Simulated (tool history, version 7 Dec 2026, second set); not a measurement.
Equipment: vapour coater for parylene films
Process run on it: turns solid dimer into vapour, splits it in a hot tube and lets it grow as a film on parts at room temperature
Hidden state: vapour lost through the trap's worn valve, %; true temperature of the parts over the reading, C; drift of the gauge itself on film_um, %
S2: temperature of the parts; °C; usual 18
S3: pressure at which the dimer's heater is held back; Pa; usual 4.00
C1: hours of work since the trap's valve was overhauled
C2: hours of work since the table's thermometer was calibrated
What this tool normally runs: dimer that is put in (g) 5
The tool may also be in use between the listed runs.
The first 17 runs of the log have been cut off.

Run 18, hour 371.3: usual settings but dimer that is put in (g) 7, S3 7.33 Pa; C1 66; C2 319. Result: thickness of the film (um) 2.11.
Run 19, hour 402.4: usual settings but dimer that is put in (g) 7, S3 7.33 Pa; C1 84; C2 337. Result: thickness of the film (um) 2.13.
Run 20, hour 429.0: usual settings but dimer that is put in (g) 7, S3 2.63 Pa; C1 100; C2 353. Result: thickness of the film (um) 2.47.
Run 21, hour 446.4: usual settings but dimer that is put in (g) 7, S3 2.63 Pa; C1 110; C2 363. Result: thickness of the film (um) 2.54.
Run 22, hour 467.8: usual settings but dimer that is put in (g) 7, S3 2.63 Pa; C1 122; C2 376. Result: thickness of the film (um) 2.46.
Run 23, hour 498.7: usual settings but dimer that is put in (g) 7, S3 2.63 Pa; C1 140; C2 394. Result: thickness of the film (um) 2.38.
Run 24, hour 516.2: usual settings but dimer that is put in (g) 7, S2 23 °C, S3 10.08 Pa; C1 151; C2 404. Result: thickness of the film (um) 1.53.
Run 25, hour 532.7: usual settings but S3 2.27 Pa; C1 160; C2 414. Result: thickness of the film (um) 1.76.
Run 26, hour 554.9: usual settings but S2 16 °C; C1 173; C2 427. Result: thickness of the film (um) 1.80.
Run 27, hour 584.2: usual settings but S2 16 °C; C1 191; C2 444. Result: thickness of the film (um) 1.77.
Run 28, hour 603.8: usual settings but S2 16 °C; C1 202; C2 455. Result: thickness of the film (um) 1.76.
Run 29, hour 626.9: usual settings but S2 29 °C; C1 216; C2 469. Result: thickness of the film (um) 0.97.
Run 30, hour 641.2: usual settings but S2 11 °C, S3 10.39 Pa; C1 224; C2 477. Result: thickness of the film (um) 1.93.
Run 31, hour 666.6: usual settings but S2 11 °C, S3 10.39 Pa; C1 239; C2 492. Result: thickness of the film (um) 1.92.
Run 32, hour 681.9: usual settings but S2 27 °C, S3 10.39 Pa; C1 248; C2 501. Result: thickness of the film (um) 0.88.
Run 33, hour 705.7: usual settings but S2 27 °C, S3 5.30 Pa; C1 262; C2 515. Result: thickness of the film (um) 0.93.
Run 34, hour 731.3: usual settings but dimer that is put in (g) 4, S2 19 °C, S3 5.72 Pa; C1 277; C2 530. Result: thickness of the film (um) 1.11.
Run 35, hour 746.8: usual settings but dimer that is put in (g) 4, S2 29 °C, S3 9.78 Pa; C1 286; C2 539. Result: thickness of the film (um) 0.70.
Run 36, hour 766.0: usual settings but S2 27 °C; C1 297; C2 550. Result: thickness of the film (um) 1.00.
Run 37, hour 794.3: usual settings but S2 27 °C, S3 6.31 Pa; C1 314; C2 567. Result: thickness of the film (um) 0.91.

Expected results for the next run?
Run 38, hour 811.8: usual settings but S2 27 °C, S3 6.31 Pa; C1 324; C2 577. Result: thickness of the film (um) ?.

thickness of the film (um): 0.93
Had the tool carried no hidden state, the very same run would have given thickness of the film (um) 1.07.
